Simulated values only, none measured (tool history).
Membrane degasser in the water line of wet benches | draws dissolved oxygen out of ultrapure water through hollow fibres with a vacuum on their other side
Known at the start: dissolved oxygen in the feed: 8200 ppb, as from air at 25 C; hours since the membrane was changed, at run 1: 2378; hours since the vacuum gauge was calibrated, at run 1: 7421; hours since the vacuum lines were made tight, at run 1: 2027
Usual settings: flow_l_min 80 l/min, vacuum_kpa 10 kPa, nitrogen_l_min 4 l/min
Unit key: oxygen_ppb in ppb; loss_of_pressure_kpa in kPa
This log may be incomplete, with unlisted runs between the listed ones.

run     day  flow_l_min  vacuum_kpa  nitrogen_l_min  hours since the membrane was changed  hours since the vacuum gauge was calibrated  hours since the vacuum lines were made tight  oxygen_ppb  loss_of_pressure_kpa
  1       0          80          10               4                                  2378                                         7421                                          2027       422.1                 69.09
  2   3.092          80          10               4                                  2452                                         7495                                          2102       420.3                 69.04
  3   5.079          80         7.8               4                                  2500                                         7543                                          2149         334                 69.24
  4   8.467          80        10.3               4                                  2581                                         7624                                          2231         435                 69.03
  5  10.212          80          10               4                                  2623                                         7666                                          2273       425.6                 69.44
  6  12.775          80          10               4                                  2685                                         7728                                          2334       424.8                 69.11
  7  15.162          80          10            8.51                                  2742                                         7785                                          2391       281.4                 69.15
  8  16.608          78          10               4                                  2777                                         7820                                          2426       419.5                 67.95
  9  20.062          78          10               4                                  2859                                         7902                                          2509       417.6                 67.62
 10  23.379          80          10               4                                  2939                                         7982                                          2588       425.3                 69.27
 11  26.217         121          10               4                                  3007                                         8050                                          2657       639.1                104.81
 12  27.725          80          10               4                                  3043                                         8086                                          2693       436.4                 69.94
 13   29.95          80          10               4                                  3097                                         8140                                          2746       436.9                 69.23
 14  31.838          53          10               4                                  3142                                         8185                                          2791       281.9                 45.92
 15  33.638          53          10               4                                  3185                                         8228                                          2835       274.5                    46
 16  36.808          80          10               4                                  3261                                         8304                                          2911       434.1                 69.66
 17  39.675          80          10            2.49                                  3330                                         8373                                          2980       571.8                 69.66
 18  43.067          57        16.4             2.5                                  3411                                         8454                                          3061         703                 49.26
 19  46.375          80          10           10.94                                  3491                                         8534                                          3140       257.2                 69.43
     46.704  -- vacuum gauge calibrated
 20  49.817          96         6.5            8.35                                  3573                                           75                                          3222       266.6                 84.26
 21    52.2          92        19.7               4                                  3630                                          132                                          3280         927                 79.73
     53.542  -- vacuum gauge calibrated, once more
 22  54.638          92        19.7               4                                  3688                                           26                                          3338       892.5                 80.07
 23  57.904          92        19.7               4                                  3767                                          105                                          3416       910.1                 80.59
 24  61.112          92        19.7               4                                  3844                                          182                                          3493       913.2                 80.54
 25  63.921          87         7.2            7.73                                  3911                                          249                                          3561         255                  75.9
 26  65.446         119         6.5            3.15                                  3948                                          286                                          3597       467.2                103.95
 27  68.567          50         8.8            2.57                                  4023                                          361                                          3672       305.9                 43.65
 28  71.071          58         8.8            7.12                                  4083                                          421                                          3732       195.8                 50.48
 29  73.412          58         8.8            7.12                                  4139                                          477                                          3788       197.3                 50.71
 30  76.417          58         8.8            3.63                                  4211                                          549                                          3860       289.2                 51.13
 31  78.229         115          10            7.99                                  4254                                          593                                          3904       446.8                100.52
 32   81.75         112        15.1            7.99                                  4339                                          677                                          3988       570.6                 98.03
 33  83.262         105          10            2.59                                  4375                                          713                                          4025       700.3                 91.67

Some steps in oxygen_ppb between neighbouring runs. How much of each would the tool show without its hidden state too (settings, what came in, random variation), and how much is left for the hidden state, with any gauge scatter that isn't in both results?
What the log doesn't record here: membrane still open, %; true pressure behind the membrane over the reading, kPa; air that leaks in behind the membrane, l/min; drift of the gauge itself on oxygen_ppb, %; drift of the gauge itself on loss_of_pressure_kpa, %.
Run 18 -> 19: flow_l_min 57 -> 80, vacuum_kpa 16.4 -> 10, nitrogen_l_min 2.5 -> 10.94. oxygen_ppb -445.8 ppb: hidden state -0.8, all else -445.
Run 20 -> 21: flow_l_min 96 -> 92, vacuum_kpa 6.5 -> 19.7, nitrogen_l_min 8.35 -> 4. oxygen_ppb +660.4 ppb: hidden state +3.3, all else +657.1.
Run 21 -> 22: vacuum gauge calibrated, once more. oxygen_ppb -34.5 ppb: hidden state -12, all else -22.5.
Run 24 -> 25: flow_l_min 92 -> 87, vacuum_kpa 19.7 -> 7.2, nitrogen_l_min 4 -> 7.73. oxygen_ppb -658.2 ppb: hidden state +0.4, all else -658.6.
Run 26 -> 27: flow_l_min 119 -> 50, vacuum_kpa 6.5 -> 8.8, nitrogen_l_min 3.15 -> 2.57. oxygen_ppb -161.3 ppb: hidden state -13.3, all else -148.
Run 30 -> 31: flow_l_min 58 -> 115, vacuum_kpa 8.8 -> 10, nitrogen_l_min 3.63 -> 7.99. oxygen_ppb +157.6 ppb: hidden state +12.8, all else +144.8.

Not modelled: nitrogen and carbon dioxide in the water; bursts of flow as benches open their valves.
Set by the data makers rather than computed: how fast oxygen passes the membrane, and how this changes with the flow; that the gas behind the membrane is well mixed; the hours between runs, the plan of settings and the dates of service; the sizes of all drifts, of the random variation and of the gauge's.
